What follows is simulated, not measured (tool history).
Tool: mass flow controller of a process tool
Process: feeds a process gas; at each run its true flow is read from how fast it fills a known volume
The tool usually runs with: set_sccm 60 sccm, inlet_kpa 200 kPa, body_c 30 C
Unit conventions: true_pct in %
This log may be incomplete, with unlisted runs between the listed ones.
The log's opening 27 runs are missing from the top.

run      day  set_sccm  inlet_kpa  body_c  true_pct
 28  435.492        34        168      21    100.97
     441.129  -- controller exchanged for a calibrated one
 29  444.712        34        159      21    101.11
 30  463.175        54        200      36    100.36
 31  481.229        60        200      39    100.37
 32  492.208        21        143      31    100.38
 33  502.983        64        223      28    101.87
 34  518.229       124        200      30    102.07
 35  534.271       124        223      30    102.44
 36  555.212        60        256      20    103.02
 37  573.912       134        155      30    102.38
 38  593.012        87        194      38    101.69
 39  608.512       150        196      24    103.62
     611.075  -- gauge calibrated
 40  622.042        99        143      38     97.66
 41  639.592        50        153      30     98.17
 42  656.950        78        200      32     98.77
 43  676.304        59        144      30     98.51
 44  689.871        71        191      30     99.02
 45  702.079        97        185      24     99.88
 46  712.354        75        205      25     99.83
 47  733.317        75        205      31     99.48
 48  750.942        75        205      30     99.74

Consider 4 possible next runs. They are alternatives, not a sequence: every one starts from the tool as it was left by run 48. What does each give?
  A  762.196       150        235      30         ?
  B  762.196       196        205      31         ?
  C  762.196        34        195      30         ?
  D  762.196        75        182      30         ?

run  true_pct
  A    100.75
  B    100.95
  C     99.42
  D     99.78
Had the tool no hidden state, the same runs would have come out as:
run  true_pct
  A     99.33
  B     99.53
  C     97.99
  D     98.37

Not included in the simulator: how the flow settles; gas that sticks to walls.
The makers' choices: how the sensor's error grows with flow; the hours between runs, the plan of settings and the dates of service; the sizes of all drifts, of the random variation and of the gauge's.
